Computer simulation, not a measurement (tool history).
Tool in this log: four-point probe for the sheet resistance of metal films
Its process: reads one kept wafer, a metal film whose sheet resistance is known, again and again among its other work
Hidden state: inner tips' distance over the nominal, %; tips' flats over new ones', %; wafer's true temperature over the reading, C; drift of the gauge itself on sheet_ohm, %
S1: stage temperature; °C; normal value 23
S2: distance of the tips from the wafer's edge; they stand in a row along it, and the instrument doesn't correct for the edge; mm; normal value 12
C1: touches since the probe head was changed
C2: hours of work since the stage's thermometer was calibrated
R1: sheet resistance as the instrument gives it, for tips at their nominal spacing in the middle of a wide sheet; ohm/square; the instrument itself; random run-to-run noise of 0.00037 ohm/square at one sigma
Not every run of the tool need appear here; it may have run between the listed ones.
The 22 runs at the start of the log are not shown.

run 23 hour=567.3 | S1=25 S2=12 | C1=28316 C2=405 | R1=1.837007
run 24 hour=601.5 | S1=23 S2=28 | C1=28845 C2=425 | R1=1.83128
run 25 hour=632.4 | S1=34 S2=10 | C1=29324 C2=443 | R1=1.838993
run 26 hour=664.2 | S1=30 S2=62 | C1=29816 C2=461 | R1=1.830151
run 27 hour=680.3 | S1=30 S2=62 | C1=30065 C2=470 | R1=1.829086
run 28 hour=704.5 | S1=25 S2=42 | C1=30440 C2=484 | R1=1.830583
run 29 hour=735.5 | S1=23 S2=61 | C1=30920 C2=501 | R1=1.830435
run 30 hour=753.6 | S1=18 S2=61 | C1=31201 C2=512 | R1=1.8306
run 31 hour=790.4 | S1=18 S2=61 | C1=31770 C2=533 | R1=1.831206
run 32 hour=813.2 | S1=23 S2=36 | C1=32123 C2=546 | R1=1.831481
run 33 hour=835.1 | S1=33 S2=7 | C1=32462 C2=558 | R1=1.849288
run 34 hour=864.5 | S1=33 S2=7 | C1=32918 C2=575 | R1=1.849644
run 35 hour=893.6 | S1=33 S2=7 | C1=33367 C2=591 | R1=1.84891
run 36 hour=921.3 | S1=33 S2=7 | C1=33797 C2=607 | R1=1.848655
run 37 hour=942.6 | S1=24 S2=26 | C1=34127 C2=619 | R1=1.831319
run 38 hour=972.3 | S1=20 S2=4 | C1=34586 C2=636 | R1=1.889891
run 39 hour=993.5 | S1=18 S2=12 | C1=34915 C2=648 | R1=1.83757
run 40 hour=1027.3 | S1=18 S2=12 | C1=35438 C2=668 | R1=1.837484
run 41 hour=1052.9 | S1=33 S2=11 | C1=35834 C2=682 | R1=1.837418
run 42 hour=1082.2 | S1=33 S2=11 | C1=36288 C2=699 | R1=1.837451
run 43 hour=1098.5 | S1=33 S2=11 | C1=36541 C2=708 | R1=1.837409
run 44 hour=1133.9 | S1=29 S2=11 | C1=37089 C2=728 | R1=1.838035
run 45 hour=1154.5 | S1=22 S2=4 | C1=37408 C2=740 | R1=1.889368

Here are 4 independent what-if runs from the current tool condition. What would each one return?
run A hour=1177.3 | S1=20 S2=5 | C1=37760 C2=753 | R1=?
run B hour=1177.3 | S1=32 S2=63 | C1=37760 C2=753 | R1=?
run C hour=1177.3 | S1=32 S2=57 | C1=37760 C2=753 | R1=?
run D hour=1177.3 | S1=18 S2=3 | C1=37760 C2=753 | R1=?

run=A R1=1.868927
run=B R1=1.829677
run=C R1=1.829356
run=D R1=1.933203
With the hidden condition removed and each run's random variation left untouched, the same runs would have given:
run=A R1=1.868875
run=B R1=1.829627
run=C R1=1.829305
run=D R1=1.93315
